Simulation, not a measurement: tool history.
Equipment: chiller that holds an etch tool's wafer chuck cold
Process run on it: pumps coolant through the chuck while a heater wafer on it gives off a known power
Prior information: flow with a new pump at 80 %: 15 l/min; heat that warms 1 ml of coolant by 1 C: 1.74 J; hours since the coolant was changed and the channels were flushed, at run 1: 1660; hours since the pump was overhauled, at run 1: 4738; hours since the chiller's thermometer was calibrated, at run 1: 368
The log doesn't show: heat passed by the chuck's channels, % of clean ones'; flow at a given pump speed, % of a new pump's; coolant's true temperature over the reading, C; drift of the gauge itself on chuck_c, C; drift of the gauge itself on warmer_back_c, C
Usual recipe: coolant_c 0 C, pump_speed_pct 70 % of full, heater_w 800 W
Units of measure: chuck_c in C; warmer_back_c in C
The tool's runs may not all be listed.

run,hour,coolant_c,pump_speed_pct,heater_w,hours since the coolant was changed and the channels were flushed,hours since the pump was overhauled,hours since the chiller's thermometer was calibrated,chuck_c,warmer_back_c
1,0,0,70,800,1660,4738,368,9.5,2.34
2,109.7,0,74,800,1769,4848,478,8.7,2.24
# hour 184.3: coolant pump overhauled
3,207.7,0,74,800,1862,23,571,8.4,2
4,366.6,0,70,800,2021,182,730,8.8,2.12
5,435.2,0,70,905,2090,251,798,10,2.39
6,523.9,0,70,905,2178,340,887,10,2.41
7,624.7,0,70,905,2279,440,988,10.1,2.46
8,791.8,0,70,905,2446,607,1155,10.1,2.39
9,959.8,0,70,905,2614,775,1323,10.3,2.45
10,1072.5,0,70,905,2727,888,1436,10.4,2.47
11,1167.6,0,70,905,2822,983,1531,10.4,2.46
12,1333.5,0,70,905,2988,1149,1697,10.5,2.48
13,1414.8,0,70,905,3069,1230,1778,10.6,2.46
14,1571.6,0,70,905,3226,1387,1935,10.8,2.42
15,1689.2,0,70,905,3344,1505,2052,10.7,2.45
16,1764,10,70,905,3419,1580,2127,20.6,2.49
# hour 1863.5: chiller's thermometer calibrated
17,1869.1,10,70,905,3523,1684,6,20.5,2.52
18,1994.2,0,72,800,3648,1809,131,9.4,2.18
19,2078.3,0,72,800,3732,1893,215,9.2,2.22
20,2183.2,0,72,800,3837,1998,320,9.3,2.13
# hour 2304.9: coolant changed, channels flushed
21,2341.3,-10,72,800,36,2150,472,-2,2.16
22,2436.5,-8,77,899,132,2245,567,0.8,2.22
23,2531.7,-3,77,540,227,2340,662,2.3,1.37
24,2618.1,9,70,800,313,2427,749,17.5,2.24
25,2690.4,-2,69,944,385,2499,821,8,2.71
26,2849.6,-2,69,997,545,2658,980,8.8,2.83
27,2964.6,5,70,426,660,2773,1095,9.6,1.19
28,3069.2,5,70,426,764,2878,1200,9.5,1.23
29,3222,-3,60,427,917,3031,1352,2.4,1.47
30,3368.6,-3,60,427,1064,3177,1499,2.1,1.46
31,3461.9,-3,60,427,1157,3271,1592,2.3,1.45
32,3583.3,-1,84,412,1278,3392,1714,3.1,0.9

Forecast each of these 4 alternatives for the next run:
A,3690.5,0,70,806,1386,3499,1821,?,?
B,3690.5,-1,99,993,1386,3499,1821,?,?
C,3690.5,-1,77,412,1386,3499,1821,?,?
D,3690.5,0,75,1050,1386,3499,1821,?,?

run,chuck_c,warmer_back_c
A,9,2.39
B,8.1,1.99
C,3.5,1.07
D,11.2,2.81
With the hidden condition removed and each run's random variation left untouched, the same runs would have given:
run,chuck_c,warmer_back_c
A,7.9,2.2
B,7,1.83
C,2.9,0.98
D,9.9,2.58
